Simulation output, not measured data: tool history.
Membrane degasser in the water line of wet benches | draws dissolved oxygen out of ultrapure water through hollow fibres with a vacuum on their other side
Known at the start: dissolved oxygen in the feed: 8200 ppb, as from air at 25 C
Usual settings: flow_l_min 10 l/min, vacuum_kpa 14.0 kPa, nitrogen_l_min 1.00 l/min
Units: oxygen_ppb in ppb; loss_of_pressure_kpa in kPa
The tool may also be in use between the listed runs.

run 1 hour=0.0 | flow_l_min=10 vacuum_kpa=14.0 nitrogen_l_min=1.00 | oxygen_ppb=283.1 loss_of_pressure_kpa=26.90
run 2 hour=96.8 | flow_l_min=10 vacuum_kpa=14.0 nitrogen_l_min=1.00 | oxygen_ppb=287.7 loss_of_pressure_kpa=27.13
run 3 hour=175.5 | flow_l_min=10 vacuum_kpa=14.0 nitrogen_l_min=0.61 | oxygen_ppb=421.1 loss_of_pressure_kpa=27.05
run 4 hour=322.5 | flow_l_min=10 vacuum_kpa=14.0 nitrogen_l_min=0.61 | oxygen_ppb=420.8 loss_of_pressure_kpa=27.36
run 5 hour=448.4 | flow_l_min=8 vacuum_kpa=14.0 nitrogen_l_min=1.00 | oxygen_ppb=230.1 loss_of_pressure_kpa=21.85
run 6 hour=514.6 | flow_l_min=10 vacuum_kpa=14.0 nitrogen_l_min=1.00 | oxygen_ppb=289.9 loss_of_pressure_kpa=27.22
run 7 hour=593.3 | flow_l_min=10 vacuum_kpa=14.0 nitrogen_l_min=1.00 | oxygen_ppb=282.6 loss_of_pressure_kpa=27.22
run 8 hour=654.8 | flow_l_min=10 vacuum_kpa=14.0 nitrogen_l_min=1.00 | oxygen_ppb=289.0 loss_of_pressure_kpa=27.22
run 9 hour=750.2 | flow_l_min=10 vacuum_kpa=14.0 nitrogen_l_min=1.00 | oxygen_ppb=284.6 loss_of_pressure_kpa=27.13
run 10 hour=836.3 | flow_l_min=7 vacuum_kpa=14.0 nitrogen_l_min=1.00 | oxygen_ppb=203.0 loss_of_pressure_kpa=19.03
run 11 hour=975.0 | flow_l_min=7 vacuum_kpa=14.0 nitrogen_l_min=1.00 | oxygen_ppb=201.9 loss_of_pressure_kpa=18.94
run 12 hour=1087.5 | flow_l_min=7 vacuum_kpa=14.0 nitrogen_l_min=1.78 | oxygen_ppb=120.4 loss_of_pressure_kpa=18.99
run 13 hour=1162.8 | flow_l_min=7 vacuum_kpa=14.0 nitrogen_l_min=1.78 | oxygen_ppb=122.7 loss_of_pressure_kpa=18.93
run 14 hour=1223.0 | flow_l_min=10 vacuum_kpa=20.0 nitrogen_l_min=1.00 | oxygen_ppb=430.4 loss_of_pressure_kpa=27.19
-- hour=1235.5 vacuum gauge calibrated
run 15 hour=1305.8 | flow_l_min=8 vacuum_kpa=12.1 nitrogen_l_min=2.63 | oxygen_ppb=83.2 loss_of_pressure_kpa=21.74
run 16 hour=1387.6 | flow_l_min=8 vacuum_kpa=12.1 nitrogen_l_min=2.63 | oxygen_ppb=83.3 loss_of_pressure_kpa=21.86
run 17 hour=1500.0 | flow_l_min=8 vacuum_kpa=12.1 nitrogen_l_min=2.63 | oxygen_ppb=85.4 loss_of_pressure_kpa=22.05
run 18 hour=1641.6 | flow_l_min=9 vacuum_kpa=19.5 nitrogen_l_min=2.63 | oxygen_ppb=164.2 loss_of_pressure_kpa=24.69
-- hour=1709.2 vacuum gauge calibrated, once more
run 19 hour=1746.0 | flow_l_min=9 vacuum_kpa=19.5 nitrogen_l_min=1.00 | oxygen_ppb=375.1 loss_of_pressure_kpa=24.37
run 20 hour=1846.9 | flow_l_min=15 vacuum_kpa=19.2 nitrogen_l_min=1.00 | oxygen_ppb=606.3 loss_of_pressure_kpa=40.91
run 21 hour=1972.9 | flow_l_min=6 vacuum_kpa=14.0 nitrogen_l_min=1.16 | oxygen_ppb=151.9 loss_of_pressure_kpa=16.37
run 22 hour=2065.3 | flow_l_min=7 vacuum_kpa=14.0 nitrogen_l_min=2.04 | oxygen_ppb=105.6 loss_of_pressure_kpa=19.19
run 23 hour=2141.5 | flow_l_min=14 vacuum_kpa=14.0 nitrogen_l_min=2.04 | oxygen_ppb=253.3 loss_of_pressure_kpa=38.31
run 24 hour=2273.9 | flow_l_min=7 vacuum_kpa=14.0 nitrogen_l_min=1.01 | oxygen_ppb=203.2 loss_of_pressure_kpa=19.20
run 25 hour=2400.4 | flow_l_min=9 vacuum_kpa=32.3 nitrogen_l_min=1.36 | oxygen_ppb=495.2 loss_of_pressure_kpa=24.77

Forecast each of these 3 alternatives for the next run:
run A hour=2545.8 | flow_l_min=7 vacuum_kpa=26.6 nitrogen_l_min=1.33 | oxygen_ppb=? loss_of_pressure_kpa=?
run B hour=2545.8 | flow_l_min=11 vacuum_kpa=9.4 nitrogen_l_min=2.12 | oxygen_ppb=? loss_of_pressure_kpa=?
run C hour=2545.8 | flow_l_min=14 vacuum_kpa=32.3 nitrogen_l_min=1.36 | oxygen_ppb=? loss_of_pressure_kpa=?

run=A oxygen_ppb=329.7 loss_of_pressure_kpa=18.75
run=B oxygen_ppb=112.7 loss_of_pressure_kpa=30.48
run=C oxygen_ppb=745.8 loss_of_pressure_kpa=38.24
Without the tool's hidden state the same runs would have given:
run=A oxygen_ppb=294.4 loss_of_pressure_kpa=18.54
run=B oxygen_ppb=104.4 loss_of_pressure_kpa=30.15
run=C oxygen_ppb=708.3 loss_of_pressure_kpa=37.83

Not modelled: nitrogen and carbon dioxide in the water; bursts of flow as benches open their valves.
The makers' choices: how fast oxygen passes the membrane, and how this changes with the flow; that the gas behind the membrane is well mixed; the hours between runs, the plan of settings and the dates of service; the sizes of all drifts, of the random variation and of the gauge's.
